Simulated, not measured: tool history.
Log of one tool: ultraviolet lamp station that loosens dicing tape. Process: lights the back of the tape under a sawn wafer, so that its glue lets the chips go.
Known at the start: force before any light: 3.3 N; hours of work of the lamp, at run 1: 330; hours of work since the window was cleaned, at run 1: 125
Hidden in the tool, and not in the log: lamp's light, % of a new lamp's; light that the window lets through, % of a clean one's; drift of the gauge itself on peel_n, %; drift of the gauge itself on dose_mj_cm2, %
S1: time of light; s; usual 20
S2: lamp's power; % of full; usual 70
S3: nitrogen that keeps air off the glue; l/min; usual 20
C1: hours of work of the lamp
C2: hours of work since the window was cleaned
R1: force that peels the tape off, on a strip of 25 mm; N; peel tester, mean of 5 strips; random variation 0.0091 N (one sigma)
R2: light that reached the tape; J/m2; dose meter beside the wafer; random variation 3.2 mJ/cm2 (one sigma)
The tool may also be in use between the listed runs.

run 1 hour=0 | S1=20 S2=70 S3=20 | C1=330 C2=125 | R1=0.475 R2=4440
run 2 hour=39.5 | S1=20 S2=70 S3=20 | C1=349 C2=144 | R1=0.449 R2=4380
run 3 hour=87.7 | S1=20 S2=94 S3=20 | C1=372 C2=167 | R1=0.309 R2=5750
run 4 hour=134.9 | S1=20 S2=94 S3=20 | C1=394 C2=189 | R1=0.297 R2=5670
run 5 hour=168.8 | S1=20 S2=94 S3=20 | C1=410 C2=205 | R1=0.312 R2=5580
run 6 hour=209.6 | S1=20 S2=70 S3=20 | C1=429 C2=224 | R1=0.486 R2=4150
run 7 hour=263 | S1=20 S2=70 S3=19 | C1=454 C2=249 | R1=0.517 R2=4140
run 8 hour=300.2 | S1=20 S2=70 S3=19 | C1=471 C2=266 | R1=0.548 R2=4090
run 9 hour=349.2 | S1=16 S2=70 S3=20 | C1=494 C2=289 | R1=0.709 R2=3260
run 10 hour=387.5 | S1=16 S2=70 S3=20 | C1=512 C2=307 | R1=0.738 R2=3170
run 11 hour=437.7 | S1=20 S2=70 S3=20 | C1=536 C2=331 | R1=0.537 R2=3930
run 12 hour=491.6 | S1=20 S2=70 S3=26 | C1=561 C2=356 | R1=0.48 R2=3820
run 13 hour=516.8 | S1=20 S2=70 S3=31 | C1=573 C2=368 | R1=0.454 R2=3800
-- hour=525.6 window cleaned of glue's vapour
run 14 hour=565 | S1=16 S2=70 S3=20 | C1=595 C2=18 | R1=0.806 R2=2880
run 15 hour=592.2 | S1=16 S2=70 S3=20 | C1=608 C2=31 | R1=0.852 R2=2800
run 16 hour=634.7 | S1=20 S2=70 S3=24 | C1=628 C2=51 | R1=0.605 R2=3480

The next listed run, before its measurement:
run 17 hour=673.9 | S1=30 S2=68 S3=9 | C1=647 C2=70 | R1=? R2=?

R1: 0.577 N
R2: 4990 J/m2
Without the tool's hidden state the same run would have given R1 0.328 N, R2 7220 J/m2.
